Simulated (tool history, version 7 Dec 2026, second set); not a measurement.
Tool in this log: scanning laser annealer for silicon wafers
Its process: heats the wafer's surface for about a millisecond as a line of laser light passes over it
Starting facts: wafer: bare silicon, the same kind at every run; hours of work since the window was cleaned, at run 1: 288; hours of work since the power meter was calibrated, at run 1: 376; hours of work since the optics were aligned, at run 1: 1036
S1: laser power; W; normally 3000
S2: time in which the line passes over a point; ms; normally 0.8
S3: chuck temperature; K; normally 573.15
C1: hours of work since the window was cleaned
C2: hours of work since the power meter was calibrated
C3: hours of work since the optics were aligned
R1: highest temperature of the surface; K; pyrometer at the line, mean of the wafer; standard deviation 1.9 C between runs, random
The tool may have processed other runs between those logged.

run    hour    S1     S2      S3   C1    C2    C3       R1
  1       0  3000    0.8  573.15  288   376  1036  1380.15
  2    36.2  3000    0.8  542.15  309   398  1057  1350.15
  3    55.6  3000    0.8  542.15  320   409  1068  1348.15
  4      81  3000    0.8  542.15  335   424  1083  1349.15
  5     120  3000    0.8  542.15  358   447  1106  1344.15
  6   158.6  3000    0.8  542.15  381   470  1129  1343.15
  7   180.5  3000  0.598  542.15  394   483  1142  1231.15
  8   206.4  3000    0.8  572.15  409   498  1157  1375.15
  9   225.1  3000    0.8  572.15  420   509  1168  1371.15
 10   265.9  3000    0.8  572.15  444   533  1192  1371.15
 11   300.3  3000    0.8  572.15  464   553  1213  1368.15
 12   331.4  3000    0.8  572.15  483   571  1231  1368.15
 13   350.5  3000    0.8  572.15  494   583  1242  1365.15
 14   378.2  3000    0.8  572.15  510   599  1258  1364.15
 15   415.4  3000    0.8  573.15  532   621  1280  1363.15
      442.1  -- window over the wafer cleaned
 16     448  3000    0.8  573.15    3   639  1298  1383.15
 17   483.9  3000    0.8  573.15   25   660  1319  1382.15
 18   513.3  3000    0.8  581.15   42   677  1337  1388.15
 19   545.5  3000    0.8  581.15   61   696  1356  1394.15
 20   562.8  3007    0.8  573.15   71   706  1366  1383.15
 21   600.3  3007    0.8  573.15   93   728  1388  1377.15
 22   630.4  3000  0.889  573.15  111   746  1406  1425.15
 23   661.8  2904  0.889  563.15  129   765  1424  1388.15
 24   697.5  3063   0.71  573.15  150   786  1445  1340.15
 25   730.8  2590    0.8  575.15  170   805  1465  1272.15
 26   762.6  2915    0.8  573.15  189   824  1483  1353.15
 27     785  2839    0.8  578.15  202   837  1497  1338.15
 28   816.8  2848   0.57  533.15  221   856  1515  1168.15
 29   846.3  2848   0.57  533.15  238   873  1533  1170.15
 30   887.4  3000  0.919  573.15  262   897  1557  1431.15
 31   919.9  3232  0.658  573.15  281   917  1576  1344.15
 32   939.5  3232  0.658  573.15  293   928  1588  1343.15
      946.7  -- optics aligned, line set to its width
 33   984.4  3253  0.777  582.15  316   952    22  1442.15
 34  1016.7  3000  0.828  551.15  335   971    41  1376.15
 35  1051.8  2629  0.828  551.15  356   991    62  1277.15
 36  1070.5  2665  0.878  606.15  367  1002    73  1369.15
 37  1101.7  2665  0.878  606.15  385  1021    91  1365.15
 38  1140.2  3000  0.792  612.15  408  1043   114  1415.15
 39  1166.3  3000  0.792  604.15  423  1059   129  1407.15
 40    1187  3000  0.792  604.15  436  1071   141  1404.15

Branching from run 40: 4 alternative next runs. What would each branch give?
  A  1219.6  3217  0.792  558.15  455  1090  161   ?
  B  1219.6  3222  0.612  611.15  455  1090  161   ?
  C  1219.6  3000    0.8  585.15  455  1090  161   ?
  D  1219.6  2618  0.702  560.15  455  1090  161   ?

run       R1
  A  1415.15
  B  1360.15
  C  1390.15
  D  1219.15
Had the tool no hidden state, the same runs would have come out as:
run       R1
  A  1446.15
  B  1388.15
  C  1419.15
  D  1242.15
